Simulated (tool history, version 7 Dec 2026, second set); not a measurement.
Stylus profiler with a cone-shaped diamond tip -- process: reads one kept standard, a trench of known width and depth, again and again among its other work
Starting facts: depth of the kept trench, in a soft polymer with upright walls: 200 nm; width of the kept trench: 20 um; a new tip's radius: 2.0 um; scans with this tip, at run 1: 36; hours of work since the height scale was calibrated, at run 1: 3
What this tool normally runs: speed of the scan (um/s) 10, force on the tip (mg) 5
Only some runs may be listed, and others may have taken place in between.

run     day  speed of the scan (um/s)  force on the tip (mg)  scans with this tip  hours of work since the height scale was calibrated  depth of the trench (nm)  width of the trench's floor (um)
  1       0                        10                      5                   36                                                    3                    205.44                             18.22
  2   1.104                        10                      5                  196                                                   17                    205.23                             18.22
  3   2.312                        10                   5.53                  371                                                   32                    205.85                             18.21
  4   3.542                        10                   5.53                  549                                                   48                    205.72                             18.22
  5   4.154                         3                      5                  638                                                   55                    205.24                             18.21
  6     5.3                         3                      5                  804                                                   70                    205.23                             18.18
  7   6.025                         3                      5                  909                                                   79                    205.46                             18.19
  8   6.767                        11                      5                 1016                                                   88                    205.28                             18.14
      6.862  -- height scale calibrated on a step standard
  9   8.008                        10                   3.25                 1193                                                   14                    203.75                             18.13
 10   8.729                        10                   3.25                 1297                                                   23                    203.99                             18.18
 11   9.229                        17                  10.65                 1370                                                   30                    208.94                             18.11
 12   9.758                        17                   2.34                 1447                                                   36                    203.36                             18.06
 13  10.362                         3                   3.55                 1534                                                   44                    204.14                             18.09
     10.638  -- height scale calibrated on a step standard, once more
 14  11.296                        12                  10.44                 1666                                                    8                    208.56                             18.09
 15  12.525                         6                   7.96                 1844                                                   24                    207.18                             18.22
 16  13.458                         6                   7.21                 1980                                                   36                    206.72                             18.09
 17  14.262                         7                   9.73                 2096                                                   46                    208.22                             18.12
 18  14.842                         7                   9.73                 2180                                                   53                    208.18                             18.13

What if the next run were any one of these 5? Each begins from the tool's condition after run 18:
  A  15.342                        23                   7.93                 2252                                                   59                         ?                                 ?
  B  15.342                         8                   7.18                 2252                                                   59                         ?                                 ?
  C  15.342                         7                   12.7                 2252                                                   59                         ?                                 ?
  D  15.342                        26                   9.38                 2252                                                   59                         ?                                 ?
  E  15.342                         7                   8.97                 2252                                                   59                         ?                                 ?

run  depth of the trench (nm)  width of the trench's floor (um)
  A                    207.06                             18.02
  B                    206.72                             18.08
  C                     209.9                             18.14
  D                    207.98                             18.08
  E                    207.86                              18.1
Without the tool's unlogged condition, the same runs would have read:
run  depth of the trench (nm)  width of the trench's floor (um)
  A                    207.07                             18.15
  B                    206.73                             18.21
  C                    209.91                             18.27
  D                    207.99                             18.21
  E                    207.87                             18.23
